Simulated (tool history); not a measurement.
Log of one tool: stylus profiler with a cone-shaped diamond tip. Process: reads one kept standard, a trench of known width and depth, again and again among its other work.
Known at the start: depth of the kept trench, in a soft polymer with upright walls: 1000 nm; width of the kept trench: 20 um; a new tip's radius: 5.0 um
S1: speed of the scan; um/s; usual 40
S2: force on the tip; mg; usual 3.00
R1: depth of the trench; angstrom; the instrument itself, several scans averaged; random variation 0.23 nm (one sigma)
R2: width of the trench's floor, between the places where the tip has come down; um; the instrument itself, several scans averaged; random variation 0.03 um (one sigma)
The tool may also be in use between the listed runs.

Run 1, day 0.000: usual settings. Result: R1 10164.2 angstrom, R2 11.40 um.
Run 2, day 3.492: usual settings. Result: R1 10167.4 angstrom, R2 11.30 um.
Run 3, day 7.654: usual settings. Result: R1 10168.9 angstrom, R2 11.15 um.
Run 4, day 11.904: usual settings. Result: R1 10174.7 angstrom, R2 10.98 um.
Run 5, day 16.750: usual settings. Result: R1 10172.8 angstrom, R2 10.79 um.
Run 6, day 21.775: usual settings but S1 24 um/s, S2 6.05 mg. Result: R1 10257.7 angstrom, R2 10.74 um.
Run 7, day 24.696: usual settings but S1 13 um/s, S2 3.98 mg. Result: R1 10205.2 angstrom, R2 10.67 um.
Run 8, day 30.075: usual settings but S1 66 um/s, S2 1.03 mg. Result: R1 10109.8 angstrom, R2 9.99 um.
Run 9, day 34.121: usual settings but S1 148 um/s, S2 1.34 mg. Result: R1 10122.3 angstrom, R2 9.20 um.
Run 10, day 36.962: usual settings but S1 46 um/s. Result: R1 10182.5 angstrom, R2 10.10 um.

Forecast each of these 4 alternatives for the next run:
Run A, day 41.896: usual settings but S1 46 um/s, S2 2.04 mg. Result: R1 ?, R2 ?.
Run B, day 41.896: usual settings but S1 52 um/s. Result: R1 ?, R2 ?.
Run C, day 41.896: usual settings but S1 30 um/s, S2 4.28 mg. Result: R1 ?, R2 ?.
Run D, day 41.896: usual settings but S1 81 um/s, S2 1.29 mg. Result: R1 ?, R2 ?.

run       R1     R2
  A  10151.0   9.92
  B  10184.9   9.94
  C  10220.6  10.07
  D  10125.0   9.52
Without the tool's hidden state the same runs would have given:
run       R1     R2
  A  10103.6  13.72
  B  10137.4  13.74
  C  10172.9  13.86
  D  10077.7  13.31

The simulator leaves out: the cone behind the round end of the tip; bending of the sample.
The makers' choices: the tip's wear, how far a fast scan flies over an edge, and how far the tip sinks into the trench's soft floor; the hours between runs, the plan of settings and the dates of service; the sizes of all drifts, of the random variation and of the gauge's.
